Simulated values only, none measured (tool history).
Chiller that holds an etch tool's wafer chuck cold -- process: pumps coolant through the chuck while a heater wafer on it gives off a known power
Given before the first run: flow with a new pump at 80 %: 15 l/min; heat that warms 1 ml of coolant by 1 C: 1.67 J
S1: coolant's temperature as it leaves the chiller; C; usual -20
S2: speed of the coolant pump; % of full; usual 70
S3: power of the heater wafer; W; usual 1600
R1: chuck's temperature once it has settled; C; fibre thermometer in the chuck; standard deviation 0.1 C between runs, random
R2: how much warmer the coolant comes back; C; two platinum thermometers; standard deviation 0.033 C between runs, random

run,hour,S1,S2,S3,R1,R2
1,0.0,-20,70,1600,-5.7,4.36
2,18.1,-20,76,1600,-6.4,4.05
3,49.2,-27,70,1600,-12.8,4.34
4,76.8,-27,70,1600,-12.8,4.40
# hour 86.4: chiller's thermometer calibrated
5,99.9,-20,70,986,-11.0,2.71
6,137.8,-20,70,986,-11.1,2.71
7,179.4,-20,70,1600,-5.5,4.37
8,211.3,-19,70,1600,-4.1,4.44
9,228.6,-19,70,1600,-4.4,4.41
10,248.7,-19,70,1600,-4.4,4.35
11,269.1,-20,70,1600,-5.7,4.41
12,300.9,-20,70,1516,-6.3,4.15
13,338.0,-24,69,920,-15.5,2.56
# hour 344.9: coolant pump overhauled
14,379.5,-20,88,1600,-7.4,3.47
15,421.8,-11,70,1600,3.8,4.44
16,458.8,-11,70,1600,3.6,4.36
17,476.9,-30,77,1600,-16.3,3.99
# hour 514.1: coolant pump overhauled, once more
18,514.1,-24,64,920,-15.2,2.76
19,535.0,-24,64,920,-14.9,2.81
20,570.2,-24,64,920,-15.2,2.80
21,611.6,-24,64,920,-15.1,2.75

Some steps in R1, run to run, broken into two amounts with sign: the step expected even without the hidden condition (settings, incoming material, random variation), and the rest, left for the hidden condition together with whatever gauge scatter is not in both the measured and the hidden-condition-free result:
Unlogged tool condition in this case: heat passed by the chuck's channels, % of clean ones'; flow at a given pump speed, % of a new pump's; coolant's true temperature over the reading, C; drift of the gauge itself on chuck_c, C; drift of the gauge itself on warmer_back_c, C.
Run 2 -> 3: S1 -20 -> -27, S2 76 -> 70. R1 -6.4 C: hidden state +0.1, all else -6.5.
Run 4 -> 5: S1 -27 -> -20, S3 1600 -> 986, chiller's thermometer calibrated. R1 +1.8 C: hidden state +0.2, all else +1.6.
Run 14 -> 15: S1 -20 -> -11, S2 88 -> 70. R1 +11.2 C: hidden state +0.1, all else +11.1.
Run 16 -> 17: S1 -11 -> -30, S2 70 -> 77. R1 -19.9 C: hidden state -0.1, all else -19.8.
